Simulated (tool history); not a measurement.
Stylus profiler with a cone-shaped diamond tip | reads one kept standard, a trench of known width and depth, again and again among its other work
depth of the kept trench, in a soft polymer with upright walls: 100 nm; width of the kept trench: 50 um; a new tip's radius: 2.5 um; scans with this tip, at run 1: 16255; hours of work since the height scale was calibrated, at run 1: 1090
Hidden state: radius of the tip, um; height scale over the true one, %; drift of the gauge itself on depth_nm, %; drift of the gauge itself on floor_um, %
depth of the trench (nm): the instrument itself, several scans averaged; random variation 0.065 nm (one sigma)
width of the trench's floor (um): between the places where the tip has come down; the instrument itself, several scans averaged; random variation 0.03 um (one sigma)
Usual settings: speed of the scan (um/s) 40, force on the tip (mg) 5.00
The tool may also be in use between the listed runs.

| run | hour | speed of the scan (um/s) | force on the tip (mg) | scans with this tip | hours of work since the height scale was calibrated | depth of the trench (nm) | width of the trench's floor (um) |
|---|---|---|---|---|---|---|---|
| 1 | 0.0 | 40 | 5.00 | 16255 | 1090 | 102.05 | 47.69 |
| 2 | 27.2 | 40 | 5.00 | 16453 | 1103 | 101.98 | 47.63 |
| 3 | 58.5 | 11 | 5.00 | 16682 | 1119 | 101.95 | 47.73 |
| 4 | 78.5 | 11 | 5.00 | 16828 | 1129 | 102.04 | 47.73 |
| 5 | 111.5 | 11 | 5.00 | 17068 | 1145 | 101.97 | 47.73 |
| 6 | 134.4 | 11 | 5.00 | 17235 | 1156 | 101.84 | 47.71 |
| 7 | 152.2 | 11 | 5.00 | 17365 | 1165 | 102.00 | 47.70 |
| 8 | 170.5 | 11 | 5.00 | 17498 | 1174 | 102.08 | 47.74 |
| 9 | 197.2 | 11 | 5.00 | 17693 | 1187 | 102.01 | 47.77 |
| 10 | 222.0 | 99 | 5.00 | 17874 | 1199 | 102.03 | 47.27 |
| 11 | 237.9 | 99 | 5.00 | 17990 | 1206 | 101.98 | 47.37 |
| 12 | 264.3 | 99 | 5.00 | 18182 | 1219 | 102.01 | 47.34 |
| 13 | 287.9 | 99 | 6.96 | 18354 | 1231 | 102.53 | 47.36 |
| 14 | 318.2 | 40 | 7.25 | 18575 | 1246 | 102.49 | 47.59 |
| 15 | 347.5 | 40 | 7.25 | 18789 | 1260 | 102.55 | 47.60 |
| 16 | 363.4 | 148 | 5.00 | 18905 | 1268 | 102.06 | 47.08 |
| 17 | 378.4 | 148 | 5.00 | 19014 | 1275 | 102.10 | 47.11 |
| 18 | 408.8 | 148 | 5.00 | 19236 | 1290 | 102.06 | 47.09 |
| 19 | 427.9 | 148 | 5.00 | 19375 | 1299 | 102.11 | 47.06 |
| 20 | 456.4 | 148 | 5.00 | 19583 | 1313 | 102.05 | 47.07 |
| 21 | 487.2 | 148 | 5.00 | 19807 | 1328 | 102.05 | 47.06 |
| 22 | 505.9 | 40 | 5.30 | 19943 | 1338 | 102.20 | 47.50 |
| 23 | 523.4 | 40 | 8.10 | 20071 | 1346 | 102.71 | 47.57 |
| 24 | 545.3 | 11 | 11.66 | 20230 | 1357 | 103.22 | 47.61 |
| 25 | 567.7 | 80 | 10.12 | 20394 | 1368 | 103.07 | 47.42 |
| 26 | 587.0 | 80 | 10.12 | 20535 | 1377 | 103.16 | 47.40 |
| 27 | 619.4 | 127 | 3.89 | 20771 | 1393 | 101.76 | 47.04 |
|  | 632.9 | new tip fitted, height scale calibrated |
| 28 | 652.4 | 127 | 3.89 | 142 | 10 | 101.46 | 47.92 |
| 29 | 683.2 | 152 | 4.17 | 367 | 25 | 101.32 | 47.87 |
| 30 | 715.6 | 96 | 4.77 | 603 | 40 | 101.64 | 48.13 |
| 31 | 730.3 | 40 | 11.12 | 710 | 48 | 102.86 | 48.47 |
| 32 | 756.0 | 106 | 11.12 | 897 | 60 | 102.69 | 48.21 |
| 33 | 780.2 | 106 | 11.12 | 1073 | 72 | 102.78 | 48.22 |
| 34 | 810.8 | 106 | 11.12 | 1296 | 87 | 102.80 | 48.19 |
| 35 | 830.3 | 106 | 11.12 | 1439 | 97 | 102.77 | 48.25 |
| 36 | 846.6 | 11 | 9.94 | 1557 | 104 | 102.58 | 48.47 |
| 37 | 865.3 | 11 | 9.94 | 1694 | 114 | 102.64 | 48.47 |
| 38 | 890.9 | 11 | 9.94 | 1880 | 126 | 102.51 | 48.46 |
| 39 | 919.4 | 49 | 8.48 | 2088 | 140 | 102.32 | 48.32 |
| 40 | 943.4 | 63 | 9.45 | 2263 | 152 | 102.40 | 48.29 |
| 41 | 957.5 | 84 | 12.30 | 2366 | 159 | 102.99 | 48.20 |
| 42 | 982.9 | 84 | 12.30 | 2551 | 171 | 103.19 | 48.20 |
| 43 | 999.1 | 158 | 10.77 | 2670 | 179 | 102.72 | 48.02 |
| 44 | 1029.9 | 12 | 2.34 | 2894 | 194 | 101.02 | 48.35 |
| 45 | 1043.5 | 32 | 3.30 | 2993 | 201 | 101.44 | 48.19 |
| 46 | 1064.4 | 30 | 8.35 | 3146 | 211 | 102.37 | 48.36 |

4 ways to go on from here, each from the tool as it stands after run 46. What would each give?
| A | 1083.7 | 135 | 4.10 | 3286 | 220 | ? | ? |
| B | 1083.7 | 146 | 6.07 | 3286 | 220 | ? | ? |
| C | 1083.7 | 47 | 9.96 | 3286 | 220 | ? | ? |
| D | 1083.7 | 30 | 2.15 | 3286 | 220 | ? | ? |

| run | depth of the trench (nm) | width of the trench's floor (um) |
|---|---|---|
| A | 101.38 | 47.78 |
| B | 101.97 | 47.83 |
| C | 102.60 | 48.30 |
| D | 100.96 | 48.24 |
Without the tool's hidden state the same runs would have given:
| run | depth of the trench (nm) | width of the trench's floor (um) |
|---|---|---|
| A | 101.26 | 47.97 |
| B | 101.85 | 48.01 |
| C | 102.48 | 48.48 |
| D | 100.85 | 48.43 |
